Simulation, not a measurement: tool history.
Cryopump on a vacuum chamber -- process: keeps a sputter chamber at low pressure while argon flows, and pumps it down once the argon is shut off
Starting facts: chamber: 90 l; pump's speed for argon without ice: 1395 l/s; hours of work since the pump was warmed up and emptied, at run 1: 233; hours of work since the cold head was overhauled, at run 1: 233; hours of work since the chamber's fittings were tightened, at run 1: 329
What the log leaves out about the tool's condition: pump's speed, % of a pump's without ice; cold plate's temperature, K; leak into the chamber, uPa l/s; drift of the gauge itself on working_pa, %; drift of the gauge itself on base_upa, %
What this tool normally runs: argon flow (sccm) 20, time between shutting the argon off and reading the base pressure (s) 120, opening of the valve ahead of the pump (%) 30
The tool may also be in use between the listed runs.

run   hour  argon flow (sccm)  time between shutting the argon off and reading the base pressure (s)  opening of the valve ahead of the pump (%)  hours of work since the pump was warmed up and emptied  hours of work since the cold head was overhauled  hours of work since the chamber's fittings were tightened  pressure while argon flows (Pa)  pressure after the wait (uPa)
  1      0                 20                                                                    120                                          30                                                     233                                               233                                                        329                           0.0827                           1.43
  2   12.6                 20                                                                    120                                          30                                                     239                                               239                                                        335                            0.082                           1.43
  3   30.2                 20                                                                    120                                          30                                                     246                                               246                                                        342                            0.083                           1.46
  4   47.5                 20                                                                    120                                          30                                                     253                                               253                                                        349                           0.0828                            1.4
  5   57.6                 20                                                                    120                                          30                                                     258                                               258                                                        353                           0.0829                           1.44
  6   74.9                 20                                                                    120                                          30                                                     265                                               265                                                        361                           0.0824                           1.41
  7   83.3                 20                                                                    120                                          30                                                     268                                               268                                                        364                           0.0833                           1.46
  8  102.2                 20                                                                    120                                          30                                                     276                                               276                                                        372                           0.0822                           1.43
  9  111.4                 27                                                                    120                                          30                                                     280                                               280                                                        376                            0.113                           1.43
 10  125.4                 27                                                                    120                                          30                                                     286                                               286                                                        382                           0.1115                           1.45
 11  139.3                 10                                                                    120                                          30                                                     292                                               292                                                        388                           0.0414                            1.4
 12  155.6                 20                                                                    120                                          30                                                     299                                               299                                                        394                           0.0834                           1.51
 13  172.1                  8                                                                     57                                          30                                                     306                                               306                                                        401                           0.0325                           2.21
 14  189.3                 38                                                                     40                                          20                                                     313                                               313                                                        409                           0.2335                           2.86
 15    207                 20                                                                    258                                          23                                                     320                                               320                                                        416                           0.1065                            1.2
 16  215.7                 20                                                                    258                                          23                                                     324                                               324                                                        420                           0.1078                           1.17
 17  233.9                 11                                                                    120                                          58                                                     331                                               331                                                        427                           0.0242                           1.53
 18  242.7                 11                                                                    120                                          58                                                     335                                               335                                                        431                           0.0248                           1.55
 19  250.5                 18                                                                    120                                          18                                                     338                                               338                                                        434                           0.1237                            1.6
 20  260.3                 20                                                                     45                                          30                                                     343                                               343                                                        438                            0.083                           2.66
 21  277.4                  9                                                                    136                                          19                                                     350                                               350                                                        445                           0.0581                           1.49
 22  293.5                 20                                                                     44                                          36                                                     356                                               356                                                        452                           0.0691                           2.74
 23  309.2                 20                                                                    273                                          36                                                     363                                               363                                                        459                           0.0697                            1.2
 24  327.9                  9                                                                     40                                          50                                                     371                                               371                                                        467                           0.0222                           2.92

Here are 3 independent what-if runs from the current tool condition. What would each one return?
  A  335.7                 13                                                                     78                                          26                                                     374                                               374                                                        470                                ?                              ?
  B  335.7                  9                                                                     39                                          50                                                     374                                               374                                                        470                                ?                              ?
  C  335.7                 20                                                                    120                                          31                                                     374                                               374                                                        470                                ?                              ?

run  pressure while argon flows (Pa)  pressure after the wait (uPa)
  A                           0.0627                           2.01
  B                           0.0232                           2.92
  C                           0.0816                           1.62
What these runs would have given with no unlogged condition in the tool:
run  pressure while argon flows (Pa)  pressure after the wait (uPa)
  A                            0.061                            1.3
  B                            0.022                           2.23
  C                            0.079                            0.9
